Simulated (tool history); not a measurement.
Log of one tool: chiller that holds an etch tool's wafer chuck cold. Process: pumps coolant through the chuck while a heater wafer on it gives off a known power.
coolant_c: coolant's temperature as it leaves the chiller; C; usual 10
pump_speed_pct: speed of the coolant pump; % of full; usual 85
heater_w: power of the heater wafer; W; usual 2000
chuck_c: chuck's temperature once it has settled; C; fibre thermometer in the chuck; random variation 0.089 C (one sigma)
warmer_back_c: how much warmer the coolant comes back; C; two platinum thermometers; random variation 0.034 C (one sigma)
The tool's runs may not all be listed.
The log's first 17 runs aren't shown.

{"run": 18, "hour": 717.9, "coolant_c": 10, "pump_speed_pct": 65, "heater_w": 1925, "chuck_c": 32.93, "warmer_back_c": 10.69}
{"run": 19, "hour": 761.0, "coolant_c": 10, "pump_speed_pct": 65, "heater_w": 1925, "chuck_c": 33.07, "warmer_back_c": 10.65}
{"run": 20, "hour": 817.9, "coolant_c": 10, "pump_speed_pct": 65, "heater_w": 1925, "chuck_c": 33.22, "warmer_back_c": 10.63}
{"run": 21, "hour": 856.3, "coolant_c": 10, "pump_speed_pct": 65, "heater_w": 1925, "chuck_c": 33.03, "warmer_back_c": 10.61}
{"run": 22, "hour": 884.7, "coolant_c": 10, "pump_speed_pct": 67, "heater_w": 1059, "chuck_c": 22.6, "warmer_back_c": 5.72}
{"run": 23, "hour": 946.2, "coolant_c": 10, "pump_speed_pct": 67, "heater_w": 1059, "chuck_c": 22.75, "warmer_back_c": 5.69}
{"run": 24, "hour": 993.1, "coolant_c": 14, "pump_speed_pct": 67, "heater_w": 1380, "chuck_c": 30.31, "warmer_back_c": 7.43}
{"run": 25, "hour": 1034.8, "coolant_c": 7, "pump_speed_pct": 71, "heater_w": 2027, "chuck_c": 29.84, "warmer_back_c": 10.2}
{"run": 26, "hour": 1091.8, "coolant_c": 7, "pump_speed_pct": 89, "heater_w": 1681, "chuck_c": 23.17, "warmer_back_c": 6.65}
{"run": 27, "hour": 1136.6, "coolant_c": 7, "pump_speed_pct": 89, "heater_w": 1681, "chuck_c": 23.24, "warmer_back_c": 6.65}
{"run": 28, "hour": 1168.2, "coolant_c": 10, "pump_speed_pct": 85, "heater_w": 2000, "chuck_c": 29.82, "warmer_back_c": 8.29}
{"run": 29, "hour": 1215.6, "coolant_c": 10, "pump_speed_pct": 85, "heater_w": 2000, "chuck_c": 29.86, "warmer_back_c": 8.29}
{"run": 30, "hour": 1279.9, "coolant_c": 9, "pump_speed_pct": 64, "heater_w": 1353, "chuck_c": 25.68, "warmer_back_c": 7.58}
{"run": 31, "hour": 1338.9, "coolant_c": 9, "pump_speed_pct": 64, "heater_w": 1353, "chuck_c": 25.66, "warmer_back_c": 7.63}

Forecast each of these 3 alternatives for the next run:
{"hour": 1377.5, "done": "coolant changed, channels flushed"}
{"run": "A", "hour": 1401.3, "coolant_c": 5, "pump_speed_pct": 64, "heater_w": 1967, "chuck_c": "?", "warmer_back_c": "?"}
{"hour": 1377.5, "done": "coolant changed, channels flushed"}
{"run": "B", "hour": 1401.3, "coolant_c": 10, "pump_speed_pct": 85, "heater_w": 1017, "chuck_c": "?", "warmer_back_c": "?"}
{"hour": 1377.5, "done": "coolant changed, channels flushed"}
{"run": "C", "hour": 1401.3, "coolant_c": 10, "pump_speed_pct": 85, "heater_w": 1410, "chuck_c": "?", "warmer_back_c": "?"}

run=A chuck_c=29 warmer_back_c=11.03
run=B chuck_c=20.27 warmer_back_c=4.24
run=C chuck_c=24 warmer_back_c=5.89
Without the tool's hidden state the same runs would have given:
run=A chuck_c=28.66 warmer_back_c=11.03
run=B chuck_c=19.93 warmer_back_c=4.23
run=C chuck_c=23.65 warmer_back_c=5.89
